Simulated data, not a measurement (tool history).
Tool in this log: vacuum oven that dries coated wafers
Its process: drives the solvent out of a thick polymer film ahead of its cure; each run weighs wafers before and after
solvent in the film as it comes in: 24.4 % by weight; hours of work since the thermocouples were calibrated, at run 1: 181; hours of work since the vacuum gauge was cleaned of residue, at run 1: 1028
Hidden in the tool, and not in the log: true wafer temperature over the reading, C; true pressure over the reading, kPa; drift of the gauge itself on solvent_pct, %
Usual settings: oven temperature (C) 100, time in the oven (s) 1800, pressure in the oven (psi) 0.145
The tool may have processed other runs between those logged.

run,day,oven temperature (C),time in the oven (s),pressure in the oven (psi),hours of work since the thermocouples were calibrated,hours of work since the vacuum gauge was cleaned of residue,solvent left in the film (%)
1,0.000,100,1800,0.145,181,1028,4.48
2,2.846,100,1800,0.145,209,1057,4.46
3,6.112,100,1800,0.145,243,1090,4.45
4,9.792,100,1800,0.115,280,1128,4.16
5,12.725,100,1800,0.115,310,1157,4.19
6,16.638,100,1800,0.115,349,1197,4.14
7,19.038,89,1800,0.115,374,1221,9.37
8,21.883,89,1800,0.115,402,1250,9.40
9,24.471,89,1800,0.115,429,1276,9.34
10,26.629,89,1800,0.115,450,1298,9.32
11,30.054,89,1800,0.115,485,1333,9.31
12,32.229,89,1800,0.115,507,1355,9.26
13,36.592,100,1800,0.145,551,1399,4.35
14,38.642,100,1800,0.145,572,1420,4.33
15,43.538,100,1800,0.145,622,1470,4.31
16,48.512,100,1800,0.145,672,1520,4.28
17,52.417,100,1800,0.145,712,1560,4.29
18,54.888,100,1800,0.145,737,1585,4.29
# day 56.767: vacuum gauge cleaned of residue and calibrated
19,58.504,100,1800,0.081,773,18,3.33
20,62.767,100,1800,0.081,816,61,3.32
# day 63.279: oven's thermocouples calibrated
21,66.050,111,1800,0.145,28,93,1.27
22,69.808,100,1680,0.145,66,131,4.11
23,73.275,100,1680,0.145,101,166,4.08
24,78.329,100,1680,0.145,153,218,4.07
25,80.633,86,1140,0.112,176,241,12.86
# day 81.900: oven's thermocouples calibrated, once more
26,84.738,86,1140,0.112,29,282,13.45
27,89.200,93,1680,0.112,74,327,7.63
28,93.796,89,1800,0.115,121,374,9.23
29,98.854,89,1800,0.115,172,425,9.16
30,102.758,100,2220,0.129,211,464,3.09
31,105.767,100,2220,0.129,242,495,3.08
32,109.375,87,1200,0.215,278,531,13.50
33,114.100,87,1200,0.215,326,579,13.41
34,118.867,112,2580,0.112,375,628,0.88
35,123.508,112,2580,0.112,422,675,0.85
36,126.058,113,2820,0.281,448,701,1.84
37,129.288,97,1320,0.145,480,733,7.34
38,132.850,97,1320,0.145,516,769,7.30
39,137.404,97,1320,0.145,562,815,7.28
40,140.838,97,1320,0.145,597,850,7.28
41,144.108,100,1200,0.128,630,883,6.31
42,147.921,101,1800,0.434,669,922,6.05
43,152.883,101,1800,0.434,719,972,6.06
44,155.154,100,1320,0.222,742,995,6.35
45,158.679,98,960,0.145,778,1031,8.82
46,161.604,100,960,0.181,808,1061,8.11

Consider 4 possible next runs. They are alternatives, not a sequence: every one starts from the tool as it was left by run 46. What does each give?
# day 163.279: oven's thermocouples calibrated
A,165.567,100,1260,0.210,23,1100,?
# day 163.279: oven's thermocouples calibrated
B,165.567,100,2880,0.181,23,1100,?
# day 163.279: oven's thermocouples calibrated
C,165.567,100,1800,0.080,23,1100,?
# day 163.279: oven's thermocouples calibrated
D,165.567,114,1200,0.084,23,1100,?

run,solvent left in the film (%)
A,6.89
B,2.83
C,3.76
D,1.50
Take away the tool's hidden state, keep each run's random variation, and the runs would have read:
run,solvent left in the film (%)
A,6.88
B,2.65
C,3.67
D,1.41

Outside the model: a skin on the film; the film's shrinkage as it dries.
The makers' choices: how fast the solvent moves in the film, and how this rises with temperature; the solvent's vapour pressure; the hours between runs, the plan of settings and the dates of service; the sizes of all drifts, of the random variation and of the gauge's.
